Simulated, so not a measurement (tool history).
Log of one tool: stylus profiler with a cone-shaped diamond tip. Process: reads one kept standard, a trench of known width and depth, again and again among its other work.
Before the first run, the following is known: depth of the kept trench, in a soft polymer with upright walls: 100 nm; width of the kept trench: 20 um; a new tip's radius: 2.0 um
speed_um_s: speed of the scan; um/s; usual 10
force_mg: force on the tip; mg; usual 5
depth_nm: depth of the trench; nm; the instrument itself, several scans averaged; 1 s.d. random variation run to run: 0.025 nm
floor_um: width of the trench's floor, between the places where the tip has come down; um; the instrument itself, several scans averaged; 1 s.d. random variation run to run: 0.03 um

Run 1, hour 0: usual settings. Result: depth_nm 102.18 nm, floor_um 18.07 um.
Run 2, hour 139.2: usual settings. Result: depth_nm 102.22 nm, floor_um 18.1 um.
Run 3, hour 222.5: usual settings. Result: depth_nm 102.18 nm, floor_um 18.04 um.
Run 4, hour 349.8: usual settings. Result: depth_nm 102.19 nm, floor_um 18.03 um.
Run 5, hour 417.2: usual settings. Result: depth_nm 102.16 nm, floor_um 18.03 um.
Run 6, hour 483.7: usual settings. Result: depth_nm 102.18 nm, floor_um 18.07 um.
Run 7, hour 606.5: usual settings. Result: depth_nm 102.16 nm, floor_um 17.94 um.
Run 8, hour 736.2: usual settings. Result: depth_nm 102.12 nm, floor_um 17.97 um.
Run 9, hour 862.8: usual settings but force_mg 8.94 mg. Result: depth_nm 103.35 nm, floor_um 17.93 um.
Run 10, hour 958.7: usual settings but force_mg 8.94 mg. Result: depth_nm 103.25 nm, floor_um 17.92 um.
Run 11, hour 1079.3: usual settings. Result: depth_nm 102.12 nm, floor_um 17.88 um.
Run 12, hour 1198.6: usual settings. Result: depth_nm 102.15 nm, floor_um 17.83 um.
Run 13, hour 1262.5: usual settings but force_mg 4.23 mg. Result: depth_nm 101.89 nm, floor_um 17.8 um.
Run 14, hour 1373.6: usual settings. Result: depth_nm 102.13 nm, floor_um 17.87 um.
Run 15, hour 1464.2: usual settings but speed_um_s 5 um/s. Result: depth_nm 102.13 nm, floor_um 17.83 um.
Run 16, hour 1600.8: usual settings but force_mg 3.92 mg. Result: depth_nm 101.72 nm, floor_um 17.72 um.
Run 17, hour 1678.3: usual settings but force_mg 4.94 mg. Result: depth_nm 102.1 nm, floor_um 17.75 um.
Run 18, hour 1792.9: usual settings but force_mg 4.94 mg. Result: depth_nm 102.1 nm, floor_um 17.81 um.
At hour 1920.1: new tip fitted, height scale calibrated.
Run 19, hour 1922.6: usual settings but force_mg 4.94 mg. Result: depth_nm 102.35 nm, floor_um 18.72 um.
Run 20, hour 2048.6: usual settings. Result: depth_nm 102.36 nm, floor_um 18.69 um.
Run 21, hour 2129.6: usual settings but speed_um_s 20 um/s. Result: depth_nm 102.38 nm, floor_um 18.59 um.
Run 22, hour 2264.7: usual settings but speed_um_s 20 um/s. Result: depth_nm 102.36 nm, floor_um 18.6 um.
Run 23, hour 2362.8: usual settings but speed_um_s 20 um/s. Result: depth_nm 102.3 nm, floor_um 18.55 um.

Expected results for the next run?
Run 24, hour 2473.1: usual settings but speed_um_s 20 um/s. Result: depth_nm ?, floor_um ?.

Run 24 yielded depth_nm 102.33 nm, floor_um 18.46 um.
Take away the tool's hidden state, keep the run-to-run variation as it was, and the same run would have given depth_nm 102.43 nm, floor_um 18.64 um.
